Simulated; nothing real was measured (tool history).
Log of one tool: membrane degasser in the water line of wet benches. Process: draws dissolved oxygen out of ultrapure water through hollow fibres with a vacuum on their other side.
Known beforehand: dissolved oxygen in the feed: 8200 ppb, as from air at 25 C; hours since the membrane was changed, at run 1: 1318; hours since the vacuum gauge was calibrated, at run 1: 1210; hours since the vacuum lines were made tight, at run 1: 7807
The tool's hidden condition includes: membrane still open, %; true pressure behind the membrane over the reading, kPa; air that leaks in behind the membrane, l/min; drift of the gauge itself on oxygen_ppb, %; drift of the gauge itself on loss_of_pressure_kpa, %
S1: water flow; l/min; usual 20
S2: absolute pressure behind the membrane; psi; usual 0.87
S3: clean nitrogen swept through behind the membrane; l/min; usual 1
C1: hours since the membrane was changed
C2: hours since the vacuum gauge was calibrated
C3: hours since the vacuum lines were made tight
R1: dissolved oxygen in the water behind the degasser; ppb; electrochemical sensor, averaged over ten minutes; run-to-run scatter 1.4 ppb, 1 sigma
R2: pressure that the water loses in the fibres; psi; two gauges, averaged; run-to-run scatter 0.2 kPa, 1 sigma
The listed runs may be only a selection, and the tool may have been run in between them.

run   hour  S1     S2    S3    C1    C2    C3     R1     R2
  1      0  20   0.87     1  1318  1210  7807  136.4  6.179
  2   28.3  14   0.87     1  1346  1238  7835   97.2  4.308
  3   70.4  14   0.87     1  1388  1281  7877   97.3  4.338
  4   93.3  14   0.87     1  1411  1303  7900   97.1   4.34
  5  136.4  14   0.87     1  1454  1346  7943   96.8  4.393
  6  158.6  14   0.87     1  1476  1369  7966   96.7  4.354
  7  184.6  14   0.87     1  1502  1395  7992   97.8  4.328
  8  219.7  20   0.87     1  1537  1430  8027  138.7  6.174
     230.9  -- seals of the vacuum lines changed
  9  260.8  20   0.87     1  1577  1469    30    138  6.167
 10  288.7  12   0.87     1  1605  1497    58   81.3  3.706
 11  320.3  20   0.87     1  1636  1528    89  134.5  6.173
 12  340.3  20   0.87  0.88  1656  1548   109  151.5  6.232
 13  381.1  20   0.87  0.57  1697  1589   150  211.5  6.163
 14  409.4  20   0.87  0.57  1725  1618   178  212.2  6.192
 15    432  14   0.87     1  1748  1640   201   95.5  4.308
     436.9  -- vacuum gauge calibrated
 16  469.3  21   0.87     1  1785    32   238    143   6.56
 17  505.9  20   0.87  2.83  1821    69   274   58.4    6.2
 18  530.8  20   0.87  2.83  1846    94   299   59.3  6.152
       547  -- vacuum gauge calibrated, once more
 19  557.4  20   0.87  2.83  1872    10   325   58.5  6.196
 20  581.5  17  1.081  0.96  1896    34   350  173.8  5.288

Predict the results of run 21:
 21  626.3  17  1.081  0.96  1941  79  394   ?   ?

Run 21 gave R1 173.4 ppb, R2 5.249 psi.
The same run, on a tool lacking any hidden state, would have yielded R1 173.3 ppb, R2 5.178 psi.

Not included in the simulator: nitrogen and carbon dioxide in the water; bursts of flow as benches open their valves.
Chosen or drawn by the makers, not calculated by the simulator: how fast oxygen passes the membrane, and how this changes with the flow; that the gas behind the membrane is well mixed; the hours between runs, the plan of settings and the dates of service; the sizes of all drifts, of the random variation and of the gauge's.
